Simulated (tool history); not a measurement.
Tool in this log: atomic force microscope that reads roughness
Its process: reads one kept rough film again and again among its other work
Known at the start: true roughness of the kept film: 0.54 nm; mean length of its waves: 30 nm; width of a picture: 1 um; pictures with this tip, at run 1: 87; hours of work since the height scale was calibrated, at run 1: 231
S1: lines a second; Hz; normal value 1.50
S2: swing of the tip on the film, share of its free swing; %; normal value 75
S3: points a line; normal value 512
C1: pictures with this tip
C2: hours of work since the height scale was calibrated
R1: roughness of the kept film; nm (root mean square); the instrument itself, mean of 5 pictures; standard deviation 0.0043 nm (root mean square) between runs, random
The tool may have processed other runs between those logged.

run   hour    S1  S2   S3   C1   C2     R1
  1    0.0  1.50  75  512   87  231  0.486
  2   15.4  1.50  75  512  105  241  0.475
  3   29.9  1.50  75  512  121  252  0.489
  4   44.7  1.50  88  512  138  262  0.457
  5   64.8  1.50  88  512  162  276  0.454
  6   88.4  1.50  88  512  189  292  0.445
  7  108.5  1.50  88  512  212  306  0.454
  8  119.9  1.50  88  512  226  314  0.457
  9  144.2  1.50  88  512  254  331  0.459
 10  166.0  0.57  75  512  279  346  0.510
 11  179.5  1.50  75  350  295  356  0.492
 12  203.7  1.50  57  512  323  373  0.511
 13  225.5  1.50  57  512  348  388  0.517
 14  239.0  1.50  57  512  363  397  0.512
     241.5  -- new tip fitted
 15  251.7  0.76  75  512   12  406  0.503
 16  268.8  0.76  75  512   31  418  0.498
 17  288.8  0.76  75  512   54  432  0.506
 18  308.7  0.76  75  512   77  446  0.503
 19  320.2  1.50  64  512   91  454  0.506
 20  339.0  1.50  64  512  113  467  0.506
 21  353.6  1.50  64  512  129  477  0.496
 22  376.0  1.08  64  512  155  493  0.510
 23  394.5  0.71  75  512  177  505  0.509
 24  404.8  0.71  75  512  189  513  0.512
 25  414.6  1.50  75  512  200  519  0.493
 26  432.2  1.50  75  512  220  532  0.484
 27  455.4  1.50  75  512  247  548  0.481
 28  474.8  0.89  60  521  270  561  0.518
 29  491.3  1.54  85  512  289  573  0.458
 30  511.4  1.71  75  311  312  587  0.476
 31  522.7  1.11  73  676  325  595  0.490
 32  542.1  0.75  65  512  348  608  0.514
     557.5  -- new tip fitted
 33  566.1  1.50  71  373   10  625  0.493
 34  586.1  0.52  71  668   33  639  0.511
 35  605.1  3.38  78  328   55  652  0.428
 36  620.8  3.38  87  346   73  663  0.397
 37  641.7  0.52  87  298   97  677  0.490
 38  665.5  2.23  81  512  125  694  0.450
 39  685.9  1.50  81  609  149  708  0.477
 40  705.7  1.50  81  609  171  722  0.470
 41  716.7  1.50  81  609  184  730  0.481
 42  727.9  1.17  65  267  197  738  0.496
 43  744.0  0.72  66  491  216  749  0.523
 44  756.8  0.72  66  491  231  758  0.507
 45  771.7  3.06  69  491  248  768  0.471
 46  782.5  3.64  75  644  260  776  0.441
 47  803.6  1.50  75  296  285  790  0.483
 48  816.0  1.50  75  296  299  799  0.486
 49  827.0  0.55  60  503  312  807  0.519
 50  842.7  1.50  82  512  330  818  0.467
 51  859.6  1.72  57  512  350  829  0.502
     873.5  -- new tip fitted
 52  878.1  1.72  57  512    5  842  0.505
 53  894.0  1.72  57  512   24  853  0.509
 54  908.5  1.72  57  512   41  863  0.505

Below are 3 alternative next runs, each starting from the tool's condition after run 54. Predict each:
  A  929.5  1.58  75  895  65  878   ?
  B  929.5  1.55  55  512  65  878   ?
  C  929.5  3.94  66  974  65  878   ?

run     R1
  A  0.485
  B  0.515
  C  0.467
With no hidden state in the tool, these same runs would have given:
run     R1
  A  0.486
  B  0.515
  C  0.467
